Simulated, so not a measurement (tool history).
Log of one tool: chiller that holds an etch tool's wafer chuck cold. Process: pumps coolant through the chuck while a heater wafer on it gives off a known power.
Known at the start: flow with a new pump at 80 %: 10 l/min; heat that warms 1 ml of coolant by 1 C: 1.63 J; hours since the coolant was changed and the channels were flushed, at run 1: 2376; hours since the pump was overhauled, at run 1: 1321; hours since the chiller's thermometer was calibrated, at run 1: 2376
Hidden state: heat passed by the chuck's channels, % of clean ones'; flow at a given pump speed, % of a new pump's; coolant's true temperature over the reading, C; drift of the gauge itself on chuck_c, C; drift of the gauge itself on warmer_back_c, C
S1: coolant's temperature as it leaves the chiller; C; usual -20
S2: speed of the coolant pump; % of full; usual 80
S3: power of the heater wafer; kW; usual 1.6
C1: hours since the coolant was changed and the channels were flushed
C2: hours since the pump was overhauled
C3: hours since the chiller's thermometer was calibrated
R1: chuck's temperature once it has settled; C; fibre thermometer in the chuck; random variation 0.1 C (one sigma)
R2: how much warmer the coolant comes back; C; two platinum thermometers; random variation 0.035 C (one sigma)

Run 1, hour 0: usual settings; C1 2376; C2 1321; C3 2376. Result: R1 -7.2 C, R2 6.03 C.
Run 2, hour 76.5: usual settings; C1 2453; C2 1397; C3 2453. Result: R1 -7 C, R2 6.01 C.
Run 3, hour 214.2: usual settings but S1 -28 C; C1 2590; C2 1535; C3 2590. Result: R1 -15.2 C, R2 6.08 C.
Run 4, hour 279.2: usual settings but S1 -11 C; C1 2655; C2 1600; C3 2655. Result: R1 1.7 C, R2 6.15 C.
Run 5, hour 390.6: usual settings but S1 -11 C; C1 2767; C2 1711; C3 2767. Result: R1 1.8 C, R2 6.17 C.
Run 6, hour 476.1: usual settings but S2 92 % of full; C1 2852; C2 1797; C3 2852. Result: R1 -8.2 C, R2 5.24 C.
Run 7, hour 574.6: usual settings but S2 71 % of full; C1 2951; C2 1895; C3 2951. Result: R1 -5.8 C, R2 6.97 C.
Run 8, hour 705.2: usual settings but S3 1.473 kW; C1 3081; C2 2026; C3 3081. Result: R1 -8 C, R2 5.65 C.
Run 9, hour 859.1: usual settings but S3 1.473 kW; C1 3235; C2 2180; C3 3235. Result: R1 -8 C, R2 5.71 C.
Run 10, hour 1001.8: usual settings but S3 2.112 kW; C1 3378; C2 2323; C3 3378. Result: R1 -2.4 C, R2 8.23 C.
Run 11, hour 1117: usual settings; C1 3493; C2 2438; C3 3493. Result: R1 -6.8 C, R2 6.18 C.
Run 12, hour 1187.5: usual settings; C1 3564; C2 2508; C3 3564. Result: R1 -6.7 C, R2 6.31 C.
Run 13, hour 1282.9: usual settings; C1 3659; C2 2604; C3 3659. Result: R1 -6.8 C, R2 6.33 C.
Run 14, hour 1440.5: usual settings; C1 3817; C2 2761; C3 3817. Result: R1 -6.5 C, R2 6.3 C.
Run 15, hour 1564.6: usual settings but S2 91 % of full; C1 3941; C2 2885; C3 3941. Result: R1 -7.7 C, R2 5.47 C.
Run 16, hour 1645: usual settings but S3 1.184 kW; C1 4021; C2 2966; C3 4021. Result: R1 -10.1 C, R2 4.69 C.
Run 17, hour 1770.8: usual settings but S1 -24 C, S2 96 % of full, S3 1.148 kW; C1 4147; C2 3092; C3 4147. Result: R1 -15.6 C, R2 3.7 C.
Run 18, hour 1848.1: usual settings but S1 -22 C, S2 71 % of full; C1 4224; C2 3169; C3 4224. Result: R1 -7.3 C, R2 7.28 C.
Run 19, hour 1970.4: usual settings but S1 -11 C, S2 98 % of full; C1 4347; C2 3291; C3 4347. Result: R1 0.7 C, R2 5.08 C.
Run 20, hour 2062.3: usual settings but S1 -21 C, S2 87 % of full, S3 0.997 kW; C1 4438; C2 3383; C3 4438. Result: R1 -13 C, R2 3.61 C.
At hour 2073.2: chiller's thermometer calibrated.
At hour 2100.3: coolant changed, channels flushed.
Run 21, hour 2211.7: usual settings but S1 -22 C, S2 78 % of full, S3 2.243 kW; C1 111; C2 3525; C3 132. Result: R1 -4.4 C, R2 9.18 C.
Run 22, hour 2278.2: usual settings but S1 -22 C, S2 78 % of full, S3 2.243 kW; C1 178; C2 3592; C3 199. Result: R1 -4.3 C, R2 9.29 C.
Run 23, hour 2424.6: usual settings but S1 -22 C, S2 82 % of full, S3 2.243 kW; C1 324; C2 3738; C3 345. Result: R1 -4.9 C, R2 8.83 C.
Run 24, hour 2507.2: usual settings but S1 -14 C; C1 407; C2 3821; C3 428. Result: R1 -1.7 C, R2 6.45 C.
At hour 2533.7: chiller's thermometer calibrated, once more.
Run 25, hour 2583.9: usual settings but S1 -14 C; C1 483; C2 3897; C3 50. Result: R1 -1.2 C, R2 6.48 C.
Run 26, hour 2711.3: usual settings but S1 -14 C; C1 610; C2 4024; C3 178. Result: R1 -1.1 C, R2 6.43 C.
Run 27, hour 2828.7: usual settings but S1 -28 C, S2 66 % of full, S3 1.512 kW; C1 727; C2 4142; C3 295. Result: R1 -13.9 C, R2 7.69 C.
Run 28, hour 2904.3: usual settings but S1 -28 C, S2 66 % of full, S3 1.512 kW; C1 803; C2 4217; C3 371. Result: R1 -13.8 C, R2 7.72 C.
Run 29, hour 3012.1: usual settings but S1 -28 C, S2 66 % of full, S3 1.512 kW; C1 911; C2 4325; C3 478. Result: R1 -13.9 C, R2 7.71 C.
Run 30, hour 3147.1: usual settings but S1 -25 C, S2 82 % of full, S3 2.002 kW; C1 1046; C2 4460; C3 613. Result: R1 -8.7 C, R2 7.99 C.
Run 31, hour 3212.1: usual settings but S1 -11 C, S2 90 % of full, S3 0.849 kW; C1 1111; C2 4525; C3 678. Result: R1 -4.8 C, R2 3.04 C.

Forecast each of these 5 alternatives for the next run:
Run A, hour 3341.1: usual settings but S1 -29 C, S2 66 % of full, S3 1.475 kW; C1 1240; C2 4654; C3 807. Result: R1 ?, R2 ?.
Run B, hour 3341.1: usual settings but S1 -23 C, S2 90 % of full, S3 0.849 kW; C1 1240; C2 4654; C3 807. Result: R1 ?, R2 ?.
Run C, hour 3341.1: usual settings but S1 -11 C, S2 63 % of full, S3 1.073 kW; C1 1240; C2 4654; C3 807. Result: R1 ?, R2 ?.
Run D, hour 3341.1: usual settings but S1 -24 C; C1 1240; C2 4654; C3 807. Result: R1 ?, R2 ?.
Run E, hour 3341.1: usual settings but S1 -30 C, S2 90 % of full, S3 1.093 kW; C1 1240; C2 4654; C3 807. Result: R1 ?, R2 ?.

run     R1    R2
  A    -15   7.5
  B  -16.5  3.01
  C   -0.6  5.82
  D  -10.9  6.63
  E  -21.9  3.99
Without the tool's hidden state the same runs would have given:
run     R1    R2
  A  -16.2  6.67
  B    -17  2.67
  C   -1.4  5.18
  D    -12  5.89
  E  -22.6  3.55
